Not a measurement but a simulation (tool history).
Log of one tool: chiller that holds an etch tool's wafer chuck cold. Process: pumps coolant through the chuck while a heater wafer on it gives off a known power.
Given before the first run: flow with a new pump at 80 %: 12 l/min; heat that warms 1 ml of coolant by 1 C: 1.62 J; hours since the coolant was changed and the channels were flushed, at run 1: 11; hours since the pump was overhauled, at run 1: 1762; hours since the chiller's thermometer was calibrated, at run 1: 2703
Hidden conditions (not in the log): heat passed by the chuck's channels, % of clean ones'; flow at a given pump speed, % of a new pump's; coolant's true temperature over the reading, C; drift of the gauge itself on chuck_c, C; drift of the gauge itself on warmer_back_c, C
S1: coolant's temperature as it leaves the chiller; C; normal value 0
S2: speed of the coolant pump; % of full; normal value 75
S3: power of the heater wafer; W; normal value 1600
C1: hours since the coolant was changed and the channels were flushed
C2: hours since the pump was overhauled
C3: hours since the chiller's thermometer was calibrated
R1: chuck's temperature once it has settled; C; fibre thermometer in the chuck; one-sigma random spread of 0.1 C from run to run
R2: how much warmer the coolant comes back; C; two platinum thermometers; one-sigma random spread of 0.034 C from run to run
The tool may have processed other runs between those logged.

run	hour	S1	S2	S3	C1	C2	C3	R1	R2
1	0.0	0	75	1600	11	1762	2703	13.7	5.61
2	50.6	7	75	1600	61	1813	2754	20.7	5.63
3	105.8	0	75	1600	116	1868	2809	13.8	5.64
4	153.9	0	75	1600	165	1916	2857	13.8	5.62
5	224.5	0	75	1600	235	1987	2928	14.0	5.72
6	314.0	0	75	1600	325	2076	3017	13.9	5.64
7	414.7	0	75	1600	425	2177	3118	14.1	5.68
# hour 426.5: coolant pump overhauled
8	469.1	0	90	1600	475	43	3167	12.2	4.78
9	581.1	0	90	1600	587	155	3279	12.0	4.88
10	649.5	0	90	1600	655	223	3348	12.2	4.80
11	709.5	0	75	1004	715	283	3408	8.6	3.70
12	778.3	0	67	1004	784	352	3477	9.3	4.20
13	845.4	-6	63	1018	851	419	3544	4.2	4.61
# hour 873.5: coolant pump overhauled, once more
14	915.8	1	86	1600	916	42	3609	12.5	4.66
15	1023.2	1	86	1600	1024	150	3717	12.7	4.63
16	1078.2	0	86	1600	1079	205	3772	11.6	4.65
17	1189.1	0	73	1956	1190	316	3882	16.9	6.80
18	1254.1	0	73	1956	1255	381	3947	17.1	6.79
19	1301.0	6	75	1439	1302	428	3994	17.9	4.86
20	1394.8	5	82	2165	1395	521	4088	22.2	6.67
21	1479.6	5	82	2165	1480	606	4173	22.1	6.67

Some steps in R1, run to run, broken into two amounts with sign: the step expected even without the hidden condition (settings, incoming material, random variation), and the rest, left for the hidden condition together with whatever gauge scatter is not in both the measured and the hidden-condition-free result:
Run 1 -> 2: S1 0 -> 7. R1 +7.0 C: hidden state +0.0, all else +7.0.
Run 13 -> 14: S1 -6 -> 1, S2 63 -> 86, S3 1018 -> 1600, coolant pump overhauled, once more. R1 +8.3 C: hidden state -0.9, all else +9.2.
Run 19 -> 20: S1 6 -> 5, S2 75 -> 82, S3 1439 -> 2165. R1 +4.3 C: hidden state +0.4, all else +3.9.
